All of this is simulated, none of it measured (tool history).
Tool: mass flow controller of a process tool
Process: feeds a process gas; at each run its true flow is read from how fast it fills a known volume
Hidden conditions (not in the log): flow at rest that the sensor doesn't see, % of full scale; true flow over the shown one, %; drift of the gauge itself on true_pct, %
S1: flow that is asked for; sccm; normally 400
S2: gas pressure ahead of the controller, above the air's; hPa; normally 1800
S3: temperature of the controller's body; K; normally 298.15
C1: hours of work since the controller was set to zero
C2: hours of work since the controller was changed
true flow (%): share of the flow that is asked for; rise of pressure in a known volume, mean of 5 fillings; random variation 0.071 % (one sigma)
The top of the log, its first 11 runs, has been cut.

Run 12, hour 2112.2: usual settings but S1 151 sccm; C1 1101; C2 1101. Result: true flow (%) 100.15.
Run 13, hour 2367.6: usual settings but S1 203 sccm; C1 1209; C2 1209. Result: true flow (%) 100.17.
Run 14, hour 2577.6: usual settings; C1 1297; C2 1297. Result: true flow (%) 100.25.
Run 15, hour 2744.1: usual settings; C1 1368; C2 1368. Result: true flow (%) 100.24.
Run 16, hour 3000.9: usual settings; C1 1476; C2 1476. Result: true flow (%) 100.29.
Run 17, hour 3238.4: usual settings; C1 1577; C2 1577. Result: true flow (%) 100.32.
Run 18, hour 3442.2: usual settings but S1 191 sccm, S2 2660 hPa, S3 305.15 K; C1 1663; C2 1663. Result: true flow (%) 100.34.
Run 19, hour 3661.9: usual settings but S1 287 sccm, S2 1850 hPa, S3 305.15 K; C1 1756; C2 1756. Result: true flow (%) 99.72.
Run 20, hour 3909.1: usual settings but S1 287 sccm, S2 1850 hPa, S3 305.15 K; C1 1860; C2 1860. Result: true flow (%) 99.90.
Run 21, hour 4146.1: usual settings but S1 287 sccm, S2 1850 hPa, S3 305.15 K; C1 1960; C2 1960. Result: true flow (%) 99.94.
Run 22, hour 4373.9: usual settings but S1 54 sccm, S2 2590 hPa; C1 2057; C2 2057. Result: true flow (%) 103.23.
Run 23, hour 4495.9: usual settings but S1 82 sccm, S2 2590 hPa; C1 2108; C2 2108. Result: true flow (%) 102.38.
Run 24, hour 4709.0: usual settings but S1 82 sccm, S2 2590 hPa; C1 2198; C2 2198. Result: true flow (%) 102.53.
Run 25, hour 4958.3: usual settings but S1 63 sccm, S2 1630 hPa; C1 2304; C2 2304. Result: true flow (%) 102.51.
Run 26, hour 5173.9: usual settings but S1 63 sccm, S2 1630 hPa; C1 2395; C2 2395. Result: true flow (%) 102.66.
Run 27, hour 5397.2: usual settings but S2 2140 hPa; C1 2489; C2 2489. Result: true flow (%) 101.00.
Run 28, hour 5533.8: usual settings but S1 75 sccm, S2 2140 hPa; C1 2547; C2 2547. Result: true flow (%) 102.71.
Run 29, hour 5786.1: usual settings but S1 89 sccm, S2 1540 hPa, S3 304.15 K; C1 2654; C2 2654. Result: true flow (%) 101.46.
Run 30, hour 5935.3: usual settings but S1 342 sccm; C1 2717; C2 2717. Result: true flow (%) 100.92.
Run 31, hour 6123.4: usual settings but S1 342 sccm; C1 2796; C2 2796. Result: true flow (%) 101.00.

Forecast each of these 3 alternatives for the next run:
Run A, hour 6364.3: usual settings but S1 342 sccm, S2 2290 hPa; C1 2898; C2 2898. Result: true flow (%) ?.
Run B, hour 6364.3: usual settings but S1 176 sccm, S2 2170 hPa, S3 297.15 K; C1 2898; C2 2898. Result: true flow (%) ?.
Run C, hour 6364.3: usual settings but S1 311 sccm, S3 307.15 K; C1 2898; C2 2898. Result: true flow (%) ?.

run  true flow (%)
  A         101.55
  B         101.68
  C         100.20
The same runs, with their run-to-run variation unchanged, on a tool lacking any hidden condition would have given:
run  true flow (%)
  A         100.20
  B          99.75
  C          98.79

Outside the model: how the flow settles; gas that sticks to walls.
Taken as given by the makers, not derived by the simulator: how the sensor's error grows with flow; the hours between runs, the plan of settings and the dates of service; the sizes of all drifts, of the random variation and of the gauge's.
